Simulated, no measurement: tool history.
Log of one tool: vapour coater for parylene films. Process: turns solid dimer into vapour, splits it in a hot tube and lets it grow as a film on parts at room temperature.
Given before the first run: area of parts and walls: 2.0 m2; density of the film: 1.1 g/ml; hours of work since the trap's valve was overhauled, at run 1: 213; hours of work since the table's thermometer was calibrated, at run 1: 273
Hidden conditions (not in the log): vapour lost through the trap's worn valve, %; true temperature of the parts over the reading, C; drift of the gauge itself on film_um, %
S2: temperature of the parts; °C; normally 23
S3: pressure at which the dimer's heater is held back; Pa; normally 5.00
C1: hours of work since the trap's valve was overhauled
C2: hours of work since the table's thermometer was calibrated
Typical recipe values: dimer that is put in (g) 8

run 1 hour=0.0 | dimer_that_is_put_in_(g)=8 S2=23 S3=5.00 | C1=213 C2=273 | thickness_of_the_film_(µm)=2.41
run 2 hour=70.8 | dimer_that_is_put_in_(g)=8 S2=23 S3=5.00 | C1=242 C2=302 | thickness_of_the_film_(µm)=2.38
run 3 hour=118.0 | dimer_that_is_put_in_(g)=8 S2=26 S3=5.00 | C1=261 C2=321 | thickness_of_the_film_(µm)=2.14
run 4 hour=151.9 | dimer_that_is_put_in_(g)=8 S2=26 S3=5.00 | C1=275 C2=335 | thickness_of_the_film_(µm)=2.11
run 5 hour=184.4 | dimer_that_is_put_in_(g)=8 S2=26 S3=5.00 | C1=288 C2=348 | thickness_of_the_film_(µm)=2.10
run 6 hour=241.9 | dimer_that_is_put_in_(g)=8 S2=26 S3=5.00 | C1=312 C2=371 | thickness_of_the_film_(µm)=2.10
run 7 hour=314.9 | dimer_that_is_put_in_(g)=8 S2=26 S3=5.00 | C1=341 C2=401 | thickness_of_the_film_(µm)=2.05
run 8 hour=379.7 | dimer_that_is_put_in_(g)=8 S2=26 S3=5.00 | C1=368 C2=427 | thickness_of_the_film_(µm)=2.06
run 9 hour=449.7 | dimer_that_is_put_in_(g)=12 S2=23 S3=5.00 | C1=396 C2=456 | thickness_of_the_film_(µm)=3.42
run 10 hour=482.0 | dimer_that_is_put_in_(g)=12 S2=23 S3=5.00 | C1=409 C2=469 | thickness_of_the_film_(µm)=3.44
run 11 hour=547.2 | dimer_that_is_put_in_(g)=12 S2=23 S3=5.00 | C1=436 C2=495 | thickness_of_the_film_(µm)=3.41
run 12 hour=599.7 | dimer_that_is_put_in_(g)=12 S2=23 S3=5.00 | C1=457 C2=517 | thickness_of_the_film_(µm)=3.38
run 13 hour=662.2 | dimer_that_is_put_in_(g)=12 S2=23 S3=5.00 | C1=482 C2=542 | thickness_of_the_film_(µm)=3.30
run 14 hour=716.7 | dimer_that_is_put_in_(g)=12 S2=18 S3=2.97 | C1=505 C2=564 | thickness_of_the_film_(µm)=4.35
run 15 hour=774.4 | dimer_that_is_put_in_(g)=8 S2=16 S3=4.36 | C1=528 C2=588 | thickness_of_the_film_(µm)=3.02
-- hour=781.6 trap's valve overhauled
run 16 hour=820.0 | dimer_that_is_put_in_(g)=8 S2=16 S3=4.36 | C1=16 C2=605 | thickness_of_the_film_(µm)=3.36
run 17 hour=887.0 | dimer_that_is_put_in_(g)=11 S2=34 S3=11.96 | C1=43 C2=632 | thickness_of_the_film_(µm)=1.96
run 18 hour=940.5 | dimer_that_is_put_in_(g)=11 S2=34 S3=11.96 | C1=65 C2=654 | thickness_of_the_film_(µm)=1.95
run 19 hour=988.0 | dimer_that_is_put_in_(g)=3 S2=21 S3=6.34 | C1=84 C2=673 | thickness_of_the_film_(µm)=0.98
run 20 hour=1056.2 | dimer_that_is_put_in_(g)=3 S2=21 S3=11.82 | C1=112 C2=701 | thickness_of_the_film_(µm)=0.91
run 21 hour=1112.2 | dimer_that_is_put_in_(g)=5 S2=31 S3=6.24 | C1=134 C2=723 | thickness_of_the_film_(µm)=1.06
run 22 hour=1162.1 | dimer_that_is_put_in_(g)=8 S2=31 S3=2.33 | C1=155 C2=744 | thickness_of_the_film_(µm)=1.93
run 23 hour=1195.1 | dimer_that_is_put_in_(g)=7 S2=33 S3=11.52 | C1=168 C2=757 | thickness_of_the_film_(µm)=1.28
run 24 hour=1235.5 | dimer_that_is_put_in_(g)=13 S2=35 S3=3.95 | C1=185 C2=773 | thickness_of_the_film_(µm)=2.48
run 25 hour=1293.9 | dimer_that_is_put_in_(g)=5 S2=23 S3=3.31 | C1=208 C2=797 | thickness_of_the_film_(µm)=1.59

Each row is a separate what-if for the run after 25, all from the same tool condition, not one after another. Results?
run A hour=1348.3 | dimer_that_is_put_in_(g)=8 S2=23 S3=5.22 | C1=230 C2=819 | thickness_of_the_film_(µm)=?
run B hour=1348.3 | dimer_that_is_put_in_(g)=13 S2=29 S3=5.00 | C1=230 C2=819 | thickness_of_the_film_(µm)=?
run C hour=1348.3 | dimer_that_is_put_in_(g)=7 S2=19 S3=5.00 | C1=230 C2=819 | thickness_of_the_film_(µm)=?
run D hour=1348.3 | dimer_that_is_put_in_(g)=8 S2=16 S3=5.35 | C1=230 C2=819 | thickness_of_the_film_(µm)=?
run E hour=1348.3 | dimer_that_is_put_in_(g)=12 S2=23 S3=6.02 | C1=230 C2=819 | thickness_of_the_film_(µm)=?

run=A thickness_of_the_film_(µm)=2.35
run=B thickness_of_the_film_(µm)=3.03
run=C thickness_of_the_film_(µm)=2.41
run=D thickness_of_the_film_(µm)=3.06
run=E thickness_of_the_film_(µm)=3.44
Stripped of hidden state, with their random variation kept, the same runs would have yielded:
run=A thickness_of_the_film_(µm)=2.55
run=B thickness_of_the_film_(µm)=3.30
run=C thickness_of_the_film_(µm)=2.63
run=D thickness_of_the_film_(µm)=3.33
run=E thickness_of_the_film_(µm)=3.75

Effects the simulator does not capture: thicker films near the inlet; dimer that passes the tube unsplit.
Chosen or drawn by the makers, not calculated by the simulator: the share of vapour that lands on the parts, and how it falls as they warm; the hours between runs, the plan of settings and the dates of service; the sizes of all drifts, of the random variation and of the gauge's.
